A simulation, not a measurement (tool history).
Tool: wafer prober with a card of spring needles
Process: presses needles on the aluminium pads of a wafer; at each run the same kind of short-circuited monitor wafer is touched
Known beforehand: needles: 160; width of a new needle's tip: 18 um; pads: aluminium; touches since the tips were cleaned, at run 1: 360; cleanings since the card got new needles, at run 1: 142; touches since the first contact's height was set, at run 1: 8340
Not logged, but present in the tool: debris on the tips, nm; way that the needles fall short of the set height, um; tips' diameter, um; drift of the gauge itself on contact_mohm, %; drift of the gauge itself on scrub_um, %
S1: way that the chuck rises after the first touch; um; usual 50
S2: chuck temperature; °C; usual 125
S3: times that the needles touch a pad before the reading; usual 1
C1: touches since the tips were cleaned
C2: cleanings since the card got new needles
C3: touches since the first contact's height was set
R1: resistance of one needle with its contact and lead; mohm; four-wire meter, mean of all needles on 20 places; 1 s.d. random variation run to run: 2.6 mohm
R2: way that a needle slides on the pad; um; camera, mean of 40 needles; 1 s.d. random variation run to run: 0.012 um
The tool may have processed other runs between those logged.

| run | hour | S1 | S2 | S3 | C1 | C2 | C3 | R1 | R2 |
|---|---|---|---|---|---|---|---|---|---|
| 1 | 0 | 50 | 125 | 1 | 360 | 142 | 8340 | 292 | 8.9 |
|  | 14.7 | tips cleaned on abrasive film |
|  | 29.5 | tips cleaned on abrasive film |
| 2 | 29.5 | 50 | 125 | 1 | 0 | 144 | 18988 | 293 | 8.9 |
|  | 47.2 | tips cleaned on abrasive film |
|  | 64.1 | tips cleaned on abrasive film |
|  | 81.2 | tips cleaned on abrasive film |
| 3 | 91.2 | 50 | 125 | 1 | 3636 | 147 | 41304 | 291 | 8.91 |
|  | 98.7 | tips cleaned on abrasive film |
|  | 115.1 | tips cleaned on abrasive film |
|  | 133.1 | tips cleaned on abrasive film |
| 4 | 133.2 | 50 | 125 | 1 | 47 | 150 | 56446 | 298 | 8.93 |
|  | 150.5 | tips cleaned on abrasive film |
|  | 168.7 | tips cleaned on abrasive film |
|  | 171.6 | height of the first contact set anew |
| 5 | 173.3 | 50 | 28 | 1 | 1552 | 152 | 606 | 267 | 8.91 |
|  | 184.3 | tips cleaned on abrasive film |
|  | 199.1 | tips cleaned on abrasive film |
|  | 216.6 | tips cleaned on abrasive film |
| 6 | 216.6 | 50 | 28 | 1 | 0 | 155 | 16230 | 264 | 8.9 |
|  | 234.3 | tips cleaned on abrasive film |
|  | 249.5 | tips cleaned on abrasive film |
| 7 | 249.5 | 50 | 125 | 1 | 0 | 157 | 28132 | 290 | 8.89 |
|  | 266 | tips cleaned on abrasive film |
|  | 282.7 | tips cleaned on abrasive film |
| 8 | 291 | 50 | 125 | 1 | 3007 | 159 | 43121 | 298 | 8.9 |
|  | 298.4 | tips cleaned on abrasive film |
|  | 316.2 | tips cleaned on abrasive film |
|  | 334.6 | tips cleaned on abrasive film |
|  | 349.7 | tips cleaned on abrasive film |
| 9 | 349.7 | 50 | 125 | 1 | 0 | 163 | 64315 | 294 | 8.92 |
|  | 367.4 | tips cleaned on abrasive film |
|  | 367.7 | height of the first contact set anew |
|  | 384.4 | tips cleaned on abrasive film |
|  | 402.2 | tips cleaned on abrasive film |
| 10 | 408.7 | 50 | 125 | 1 | 2341 | 166 | 14805 | 302 | 8.93 |
|  | 419.6 | tips cleaned on abrasive film |
|  | 435.5 | tips cleaned on abrasive film |
|  | 452.4 | tips cleaned on abrasive film |
| 11 | 460.4 | 40 | 32 | 1 | 2905 | 169 | 33496 | 277 | 7.11 |
|  | 470.5 | tips cleaned on abrasive film |
|  | 487.1 | tips cleaned on abrasive film |
|  | 505 | tips cleaned on abrasive film |
| 12 | 516.3 | 40 | 32 | 1 | 4104 | 172 | 53708 | 270 | 7.11 |
|  | 520.1 | tips cleaned on abrasive film |
|  | 536.9 | tips cleaned on abrasive film |
|  | 553.8 | tips cleaned on abrasive film |
| 13 | 559.2 | 40 | 32 | 1 | 1964 | 175 | 69184 | 269 | 7.15 |
|  | 562.2 | height of the first contact set anew |
|  | 569.6 | tips cleaned on abrasive film |
|  | 584.4 | tips cleaned on abrasive film |
|  | 601.7 | tips cleaned on abrasive film |
|  | 617.8 | tips cleaned on abrasive film |
| 14 | 617.8 | 30 | 45 | 1 | 0 | 179 | 20073 | 289 | 5.35 |
|  | 634.1 | tips cleaned on abrasive film |
|  | 651.6 | tips cleaned on abrasive film |
| 15 | 661.4 | 30 | 45 | 1 | 3566 | 181 | 35832 | 291 | 5.35 |
|  | 668.8 | tips cleaned on abrasive film |
|  | 687.3 | tips cleaned on abrasive film |
|  | 704.7 | tips cleaned on abrasive film |
| 16 | 715.1 | 56 | 105 | 2 | 3756 | 184 | 55216 | 276 | 9.98 |
|  | 721.7 | tips cleaned on abrasive film |
|  | 739.3 | tips cleaned on abrasive film |
|  | 757.7 | tips cleaned on abrasive film |
|  | 758 | height of the first contact set anew |
| 17 | 764.8 | 55 | 28 | 1 | 2487 | 187 | 2487 | 261 | 9.81 |
|  | 774.8 | tips cleaned on abrasive film |
|  | 792.6 | tips cleaned on abrasive film |
| 18 | 795.9 | 59 | 41 | 2 | 1188 | 189 | 13708 | 264 | 10.5 |

Branching from run 18: 4 alternative next runs. What would each branch give?
|  | 809.9 | tips cleaned on abrasive film |
|  | 828 | tips cleaned on abrasive film |
| A | 836.2 | 50 | 61 | 2 | 3006 | 191 | 28292 | ? | ? |
|  | 809.9 | tips cleaned on abrasive film |
|  | 828 | tips cleaned on abrasive film |
| B | 836.2 | 50 | 27 | 3 | 3006 | 191 | 28292 | ? | ? |
|  | 809.9 | tips cleaned on abrasive film |
|  | 828 | tips cleaned on abrasive film |
| C | 836.2 | 50 | 41 | 2 | 3006 | 191 | 28292 | ? | ? |
|  | 809.9 | tips cleaned on abrasive film |
|  | 828 | tips cleaned on abrasive film |
| D | 836.2 | 59 | 35 | 2 | 3006 | 191 | 28292 | ? | ? |

| run | R1 | R2 |
|---|---|---|
| A | 270 | 8.9 |
| B | 264 | 8.9 |
| C | 269 | 8.91 |
| D | 259 | 10.5 |
Without the tool's unlogged condition, the same runs would have read:
| run | R1 | R2 |
|---|---|---|
| A | 269 | 8.9 |
| B | 264 | 8.9 |
| C | 269 | 8.91 |
| D | 259 | 10.5 |
